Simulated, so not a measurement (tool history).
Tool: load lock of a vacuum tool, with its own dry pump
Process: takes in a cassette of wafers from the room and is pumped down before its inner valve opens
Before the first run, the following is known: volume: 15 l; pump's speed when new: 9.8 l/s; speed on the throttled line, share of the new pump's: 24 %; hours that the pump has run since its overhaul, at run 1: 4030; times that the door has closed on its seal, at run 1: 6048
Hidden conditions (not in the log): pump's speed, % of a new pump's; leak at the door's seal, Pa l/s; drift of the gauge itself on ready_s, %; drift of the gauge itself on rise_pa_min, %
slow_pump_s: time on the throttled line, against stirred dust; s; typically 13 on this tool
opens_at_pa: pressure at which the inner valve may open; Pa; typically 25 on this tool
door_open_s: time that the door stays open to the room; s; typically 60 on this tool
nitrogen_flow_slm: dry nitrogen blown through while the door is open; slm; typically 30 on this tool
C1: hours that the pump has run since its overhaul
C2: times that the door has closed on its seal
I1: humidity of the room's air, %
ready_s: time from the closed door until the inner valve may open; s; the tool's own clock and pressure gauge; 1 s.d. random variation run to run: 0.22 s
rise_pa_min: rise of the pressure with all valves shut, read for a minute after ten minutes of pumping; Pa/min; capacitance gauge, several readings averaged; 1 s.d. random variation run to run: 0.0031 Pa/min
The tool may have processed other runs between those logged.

Run 1, day 0.000: usual settings; C1 4030; C2 6048; I1 44.5. Result: ready_s 23.9 s, rise_pa_min 0.143 Pa/min.
Run 2, day 10.742: usual settings but slow_pump_s 9 s; C1 4288; C2 6486; I1 45.5. Result: ready_s 21.2 s, rise_pa_min 0.152 Pa/min.
Run 3, day 20.750: usual settings but slow_pump_s 9 s; C1 4528; C2 6895; I1 39.9. Result: ready_s 21.4 s, rise_pa_min 0.158 Pa/min.
Run 4, day 34.296: usual settings but door_open_s 31 s; C1 4853; C2 7448; I1 46.2. Result: ready_s 24.2 s, rise_pa_min 0.150 Pa/min.
Run 5, day 46.388: usual settings but door_open_s 31 s; C1 5143; C2 7942; I1 43.8. Result: ready_s 24.5 s, rise_pa_min 0.166 Pa/min.
Run 6, day 59.171: usual settings but slow_pump_s 9 s; C1 5450; C2 8464; I1 46.6. Result: ready_s 21.5 s, rise_pa_min 0.192 Pa/min.
Run 7, day 71.196: usual settings; C1 5739; C2 8955; I1 40.2. Result: ready_s 24.7 s, rise_pa_min 0.197 Pa/min.
Run 8, day 86.625: usual settings; C1 6109; C2 9585; I1 45.5. Result: ready_s 24.9 s, rise_pa_min 0.215 Pa/min.
Run 9, day 95.167: usual settings but door_open_s 183 s; C1 6314; C2 9933; I1 45.1. Result: ready_s 24.9 s, rise_pa_min 0.276 Pa/min.
Run 10, day 110.988: usual settings but door_open_s 183 s; C1 6694; C2 10579; I1 44.1. Result: ready_s 25.2 s, rise_pa_min 0.292 Pa/min.
Run 11, day 127.404: usual settings; C1 7088; C2 11250; I1 47.4. Result: ready_s 25.2 s, rise_pa_min 0.261 Pa/min.
Run 12, day 142.867: usual settings but slow_pump_s 11 s; C1 7459; C2 11881; I1 44.0. Result: ready_s 24.0 s, rise_pa_min 0.265 Pa/min.
Run 13, day 153.671: usual settings; C1 7718; C2 12322; I1 41.2. Result: ready_s 25.3 s, rise_pa_min 0.278 Pa/min.
Run 14, day 167.321: usual settings but door_open_s 54 s; C1 8046; C2 12879; I1 43.0. Result: ready_s 25.6 s, rise_pa_min 0.293 Pa/min.
Run 15, day 179.162: usual settings; C1 8330; C2 13363; I1 42.1. Result: ready_s 25.3 s, rise_pa_min 0.310 Pa/min.
Run 16, day 186.875: usual settings; C1 8515; C2 13678; I1 45.0. Result: ready_s 25.9 s, rise_pa_min 0.327 Pa/min.
Run 17, day 198.638: usual settings but nitrogen_flow_slm 15 slm; C1 8797; C2 14158; I1 42.0. Result: ready_s 26.0 s, rise_pa_min 0.346 Pa/min.
Run 18, day 212.838: usual settings but nitrogen_flow_slm 15 slm; C1 9138; C2 14738; I1 44.0. Result: ready_s 26.3 s, rise_pa_min 0.364 Pa/min.
Run 19, day 224.608: usual settings but door_open_s 123 s, nitrogen_flow_slm 8 slm; C1 9421; C2 15219; I1 47.3. Result: ready_s 26.1 s, rise_pa_min 0.457 Pa/min.
Run 20, day 233.312: usual settings but slow_pump_s 12 s, opens_at_pa 40 Pa; C1 9630; C2 15574; I1 49.1. Result: ready_s 24.7 s, rise_pa_min 0.385 Pa/min.
Run 21, day 245.408: usual settings but slow_pump_s 23 s, opens_at_pa 40 Pa; C1 9920; C2 16068; I1 45.4. Result: ready_s 31.8 s, rise_pa_min 0.381 Pa/min.
Run 22, day 258.225: usual settings but slow_pump_s 23 s, opens_at_pa 40 Pa; C1 10228; C2 16591; I1 43.2. Result: ready_s 31.9 s, rise_pa_min 0.407 Pa/min.
Run 23, day 267.733: usual settings but slow_pump_s 9 s, opens_at_pa 35 Pa; C1 10456; C2 16979; I1 49.3. Result: ready_s 23.7 s, rise_pa_min 0.424 Pa/min.
At day 271.171: dry pump taken out, an overhauled one fitted.
Run 24, day 276.138: usual settings but opens_at_pa 20 Pa, door_open_s 56 s; C1 119; C2 17312; I1 44.6. Result: ready_s 22.8 s, rise_pa_min 0.425 Pa/min.
Run 25, day 292.138: usual settings but opens_at_pa 20 Pa, door_open_s 56 s; C1 503; C2 17966; I1 46.9. Result: ready_s 22.7 s, rise_pa_min 0.462 Pa/min.
Run 26, day 307.292: usual settings but slow_pump_s 23 s, opens_at_pa 20 Pa, door_open_s 40 s; C1 867; C2 18584; I1 42.7. Result: ready_s 30.1 s, rise_pa_min 0.474 Pa/min.
Run 27, day 317.267: usual settings but slow_pump_s 8 s, opens_at_pa 38 Pa, nitrogen_flow_slm 11 slm; C1 1106; C2 18992; I1 44.7. Result: ready_s 18.2 s, rise_pa_min 0.511 Pa/min.
Run 28, day 326.538: usual settings but slow_pump_s 19 s, opens_at_pa 19 Pa, door_open_s 101 s, nitrogen_flow_slm 11 slm; C1 1329; C2 19370; I1 46.3. Result: ready_s 27.7 s, rise_pa_min 0.569 Pa/min.

Expected results for the next run?
Run 29, day 341.596: usual settings but slow_pump_s 19 s, opens_at_pa 19 Pa, door_open_s 101 s, nitrogen_flow_slm 11 slm; C1 1690; C2 19985; I1 45.4. Result: ready_s ?, rise_pa_min ?.

ready_s: 28.1 s
rise_pa_min: 0.595 Pa/min
Take away the tool's hidden state, keep the run-to-run variation as it was, and the same run would have given ready_s 27.9 s, rise_pa_min 0.126 Pa/min.

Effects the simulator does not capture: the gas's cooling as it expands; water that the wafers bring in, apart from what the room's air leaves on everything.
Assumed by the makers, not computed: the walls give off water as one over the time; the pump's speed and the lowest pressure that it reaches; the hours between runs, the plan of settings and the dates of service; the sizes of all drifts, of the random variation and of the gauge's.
